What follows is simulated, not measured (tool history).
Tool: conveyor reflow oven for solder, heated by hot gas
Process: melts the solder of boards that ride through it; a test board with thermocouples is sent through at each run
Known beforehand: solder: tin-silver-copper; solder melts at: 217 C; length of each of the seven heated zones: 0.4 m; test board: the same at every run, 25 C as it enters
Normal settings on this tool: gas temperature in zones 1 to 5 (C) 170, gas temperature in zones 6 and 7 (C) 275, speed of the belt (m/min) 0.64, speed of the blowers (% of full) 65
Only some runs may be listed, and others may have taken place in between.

run	day	gas temperature in zones 1 to 5 (C)	gas temperature in zones 6 and 7 (C)	speed of the belt (m/min)	speed of the blowers (% of full)	highest temperature of the board (C)	time above the solder's melting point (s)
1	0	170	275	0.64	65	259.2	60.1
2	0.45	170	275	0.64	65	259.5	60.1
3	1.058	167	275	0.64	65	258.5	59.2
4	1.933	167	275	0.64	65	258.6	59.3
5	2.404	170	275	0.64	65	259.4	59.9
6	3.204	170	275	0.64	65	259	59.7
7	4.196	170	275	0.669	65	257.4	57.1
8	4.692	170	275	0.64	65	258.8	60.4
# day 4.971: flux residue cleaned out of gas plates and filters
9	5.517	170	275	0.683	65	259.5	56.6
10	6.104	170	275	0.683	65	259.7	56.7
# day 6.354: belt drive overhauled, speed set with a stopwatch
11	7.117	170	264	0.64	65	251.7	56.6
12	7.838	170	275	0.64	65	261.9	61.9
# day 8.433: belt drive overhauled, speed set with a stopwatch, once more
13	8.758	170	275	0.64	65	261.2	60.6
14	9.233	170	275	0.64	65	261.1	60.6
15	10.133	168	270	0.539	58	259.3	71.9
16	10.746	175	270	0.539	58	259.9	74.5
17	11.267	174	280	0.636	63	265.5	65.2
18	12.142	156	275	0.64	59	256.5	53.9
19	12.767	156	275	0.64	59	256.8	53.5
20	13.183	156	287	0.64	53	265.5	58.1
21	14.008	156	287	0.64	53	264.6	58.4
22	14.608	159	285	0.664	53	262	55.3
23	15.396	160	265	0.655	56	246.9	45.3
24	16.079	160	265	0.655	56	246	45.7

The logged runs with the hidden state left out (each run's random variation unchanged):
Unlogged tool condition in this case: heat that the gas passes to the board, % of a clean oven's; belt's true speed, % of the reading; true gas temperature in zones 6 and 7 over the reading, C; drift of the gauge itself on peak_c, C; drift of the gauge itself on liquid_s, %.
run	highest temperature of the board (C)	time above the solder's melting point (s)
1	261.2	61.1
2	261.5	61.1
3	260.7	60.3
4	260.9	60.5
5	261.6	61
6	261.3	60.8
7	260	58.5
8	261.2	61.6
9	259.2	55.9
10	259.4	56
11	251.3	55.4
12	261.5	60.7
13	261.5	60.9
14	261.4	60.9
15	259.4	72.2
16	260	74.8
17	265.9	65.5
18	257.1	54.5
19	257.5	54.2
20	266.2	58.6
21	265.4	59
22	262.9	55.9
23	247.7	46.4
24	246.9	46.8

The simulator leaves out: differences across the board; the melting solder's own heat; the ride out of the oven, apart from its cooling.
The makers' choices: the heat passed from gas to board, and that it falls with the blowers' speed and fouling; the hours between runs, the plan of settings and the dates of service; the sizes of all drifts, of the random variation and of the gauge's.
